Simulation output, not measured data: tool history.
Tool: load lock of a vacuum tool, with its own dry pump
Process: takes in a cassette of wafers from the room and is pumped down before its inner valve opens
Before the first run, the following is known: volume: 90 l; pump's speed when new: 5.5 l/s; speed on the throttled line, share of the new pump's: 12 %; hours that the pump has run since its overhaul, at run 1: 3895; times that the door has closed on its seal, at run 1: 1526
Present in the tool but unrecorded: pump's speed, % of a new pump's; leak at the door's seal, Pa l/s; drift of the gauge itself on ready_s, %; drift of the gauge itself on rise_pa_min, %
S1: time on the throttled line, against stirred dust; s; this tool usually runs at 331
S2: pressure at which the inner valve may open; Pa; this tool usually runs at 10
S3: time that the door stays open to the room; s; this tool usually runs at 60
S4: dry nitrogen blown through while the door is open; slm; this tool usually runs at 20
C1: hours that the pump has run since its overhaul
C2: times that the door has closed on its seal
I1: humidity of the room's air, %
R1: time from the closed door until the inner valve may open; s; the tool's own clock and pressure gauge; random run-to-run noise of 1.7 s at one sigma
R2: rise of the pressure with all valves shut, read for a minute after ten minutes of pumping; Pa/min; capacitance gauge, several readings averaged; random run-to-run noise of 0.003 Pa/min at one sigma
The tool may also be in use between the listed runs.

run,hour,S1,S2,S3,S4,C1,C2,I1,R1,R2
1,0,331,10,60,20,3895,1526,44.1,453.9,0.028
2,165.1,331,10,60,20,4060,1913,46.5,453,0.036
3,340.3,331,10,60,20,4235,2324,44.5,451.9,0.039
4,469,331,10,60,20,4364,2626,48.1,452.3,0.042
5,581.6,331,10,60,20,4476,2890,43.4,450.1,0.041
6,686,331,10,60,20,4581,3135,44.4,452.3,0.043
7,856.8,331,10,60,20,4752,3536,44.2,450.6,0.045
8,959.6,331,10,60,20,4854,3777,47,456.1,0.049
9,1043.6,331,10,60,20,4938,3974,44,451.5,0.054
10,1239.6,331,10,60,20,5134,4434,47.7,453.7,0.056
11,1373.4,331,10,60,20,5268,4748,44.5,451.9,0.06
12,1481.9,331,10,60,20,5377,5002,47.8,453.3,0.064
13,1589.9,331,14,60,20,5485,5256,44.9,444.9,0.06
14,1694.4,331,14,41,20,5589,5501,45.5,448.7,0.066
15,1793.5,331,14,41,20,5688,5733,46.4,446.5,0.06
16,1874.8,331,8,60,20,5769,5924,42.5,455.1,0.069
17,1963.6,331,20,60,20,5858,6132,47.6,437.7,0.073
18,2137.8,331,20,60,20,6033,6541,47.2,440.2,0.076
19,2323.6,240,11,178,7,6218,6977,44.4,372.7,0.103
20,2473,240,11,178,7,6368,7328,46.7,375,0.108
21,2613.1,240,11,178,7,6508,7656,46.3,375.4,0.115
22,2776,240,11,178,7,6671,8038,45.4,375.4,0.12
23,2963.9,614,9,178,6,6859,8479,48.6,703.3,0.128
24,3111.8,205,9,178,6,7007,8826,46,349.7,0.132

Predict each of these 3 candidate next runs independently; none follows another, all start after run 24:
A,3263.5,205,13,31,6,7158,9182,43.9,?,?
B,3263.5,370,9,38,20,7158,9182,47.5,?,?
C,3263.5,216,8,218,20,7158,9182,43.1,?,?

run,R1,R2
A,342.1,0.109
B,493.7,0.098
C,363.6,0.118
With no hidden state in the tool, these same runs would have given:
run,R1,R2
A,328.4,0.03
B,481.1,0.02
C,348.6,0.041
